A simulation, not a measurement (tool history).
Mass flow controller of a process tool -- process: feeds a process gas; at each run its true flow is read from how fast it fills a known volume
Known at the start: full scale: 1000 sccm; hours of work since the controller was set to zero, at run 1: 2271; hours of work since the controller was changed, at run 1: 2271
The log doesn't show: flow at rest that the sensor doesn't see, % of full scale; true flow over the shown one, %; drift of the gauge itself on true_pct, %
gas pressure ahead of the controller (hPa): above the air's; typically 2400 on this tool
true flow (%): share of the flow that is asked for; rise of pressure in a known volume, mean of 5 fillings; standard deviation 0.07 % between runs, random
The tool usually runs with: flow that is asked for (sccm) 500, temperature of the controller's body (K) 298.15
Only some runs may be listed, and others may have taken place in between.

| run | hour | flow that is asked for (sccm) | gas pressure ahead of the controller (hPa) | temperature of the controller's body (K) | hours of work since the controller was set to zero | hours of work since the controller was changed | true flow (%) |
|---|---|---|---|---|---|---|---|
| 1 | 0 | 500 | 2400 | 298.15 | 2271 | 2271 | 99.15 |
| 2 | 166.3 | 500 | 2400 | 298.15 | 2375 | 2375 | 99.35 |
| 3 | 241.2 | 500 | 2400 | 298.15 | 2422 | 2422 | 99.58 |
| 4 | 407.6 | 500 | 2400 | 298.15 | 2527 | 2527 | 99.58 |
| 5 | 521.4 | 500 | 2400 | 298.15 | 2598 | 2598 | 99.59 |
| 6 | 636 | 500 | 2400 | 298.15 | 2670 | 2670 | 99.81 |
| 7 | 733.1 | 500 | 2210 | 298.15 | 2731 | 2731 | 99.98 |
| 8 | 892.2 | 500 | 2210 | 313.15 | 2831 | 2831 | 99.29 |
| 9 | 966.6 | 500 | 2400 | 298.15 | 2877 | 2877 | 100.12 |
| 10 | 1037.7 | 500 | 2400 | 298.15 | 2922 | 2922 | 100.14 |
| 11 | 1169.7 | 129 | 2400 | 298.15 | 3005 | 3005 | 99.91 |
| 12 | 1325.6 | 129 | 2400 | 298.15 | 3102 | 3102 | 99.92 |
| 13 | 1408.8 | 129 | 2400 | 298.15 | 3155 | 3155 | 100.07 |
| 14 | 1482.8 | 395 | 2400 | 298.15 | 3201 | 3201 | 100.37 |
| 15 | 1618.9 | 500 | 2360 | 298.15 | 3286 | 3286 | 100.78 |
| 16 | 1748.1 | 500 | 2360 | 298.15 | 3368 | 3368 | 100.86 |
|  | 1764.8 | gauge calibrated |
| 17 | 1821.2 | 500 | 2360 | 298.15 | 3413 | 3413 | 99.27 |
| 18 | 1983.5 | 500 | 2360 | 298.15 | 3515 | 3515 | 99.52 |
| 19 | 2132.1 | 500 | 2360 | 298.15 | 3608 | 3608 | 99.68 |
| 20 | 2294.2 | 610 | 2360 | 298.15 | 3710 | 3710 | 99.97 |
| 21 | 2449.4 | 500 | 2400 | 298.15 | 3807 | 3807 | 99.86 |
| 22 | 2581 | 500 | 2400 | 298.15 | 3890 | 3890 | 100.01 |
| 23 | 2659 | 500 | 1870 | 298.15 | 3939 | 3939 | 100.1 |
| 24 | 2739 | 112 | 1870 | 307.15 | 3989 | 3989 | 99.1 |
| 25 | 2881.2 | 559 | 1830 | 310.15 | 4078 | 4078 | 99.81 |
| 26 | 3036.5 | 333 | 1720 | 300.15 | 4176 | 4176 | 100.18 |
| 27 | 3115.8 | 213 | 2230 | 298.15 | 4226 | 4226 | 100.1 |
| 28 | 3195.1 | 213 | 2230 | 298.15 | 4275 | 4275 | 100.09 |
| 29 | 3357.6 | 213 | 2230 | 298.15 | 4377 | 4377 | 100.26 |
| 30 | 3500.2 | 751 | 2400 | 305.15 | 4467 | 4467 | 100.86 |
| 31 | 3585 | 751 | 2400 | 305.15 | 4520 | 4520 | 100.85 |
| 32 | 3689.4 | 751 | 2400 | 305.15 | 4585 | 4585 | 101.1 |
| 33 | 3834.2 | 191 | 2400 | 307.15 | 4676 | 4676 | 100.18 |
| 34 | 3987.5 | 500 | 2400 | 308.15 | 4772 | 4772 | 100.92 |
| 35 | 4151.6 | 500 | 2400 | 308.15 | 4875 | 4875 | 101.07 |
|  | 4166.5 | gauge calibrated |
| 36 | 4282.1 | 135 | 2400 | 304.15 | 4957 | 4957 | 98.41 |
| 37 | 4434 | 135 | 2400 | 304.15 | 5053 | 5053 | 98.63 |
| 38 | 4554.2 | 135 | 2400 | 304.15 | 5128 | 5128 | 98.61 |
| 39 | 4627.1 | 714 | 2400 | 296.15 | 5174 | 5174 | 99.96 |
| 40 | 4741.3 | 714 | 2400 | 296.15 | 5245 | 5245 | 100.17 |
| 41 | 4833.7 | 714 | 2400 | 296.15 | 5303 | 5303 | 100.17 |
| 42 | 4919.1 | 714 | 2400 | 296.15 | 5357 | 5357 | 100.41 |
| 43 | 5084.5 | 276 | 2400 | 298.15 | 5461 | 5461 | 99.76 |
| 44 | 5185.7 | 589 | 2490 | 308.15 | 5524 | 5524 | 99.62 |
|  | 5197.7 | controller's zero set anew |
| 45 | 5330.9 | 173 | 2260 | 303.15 | 84 | 5615 | 99.46 |

Forecast each of these 4 alternatives for the next run:
| A | 5494.3 | 153 | 1450 | 298.15 | 186 | 5717 | ? |
| B | 5494.3 | 136 | 1910 | 298.15 | 186 | 5717 | ? |
| C | 5494.3 | 500 | 1720 | 304.15 | 186 | 5717 | ? |
| D | 5494.3 | 301 | 1530 | 299.15 | 186 | 5717 | ? |

| run | true flow (%) |
|---|---|
| A | 100.02 |
| B | 99.95 |
| C | 100.31 |
| D | 100.18 |
With the hidden condition removed and each run's random variation left untouched, the same runs would have given:
| run | true flow (%) |
|---|---|
| A | 98.71 |
| B | 98.64 |
| C | 99 |
| D | 98.87 |

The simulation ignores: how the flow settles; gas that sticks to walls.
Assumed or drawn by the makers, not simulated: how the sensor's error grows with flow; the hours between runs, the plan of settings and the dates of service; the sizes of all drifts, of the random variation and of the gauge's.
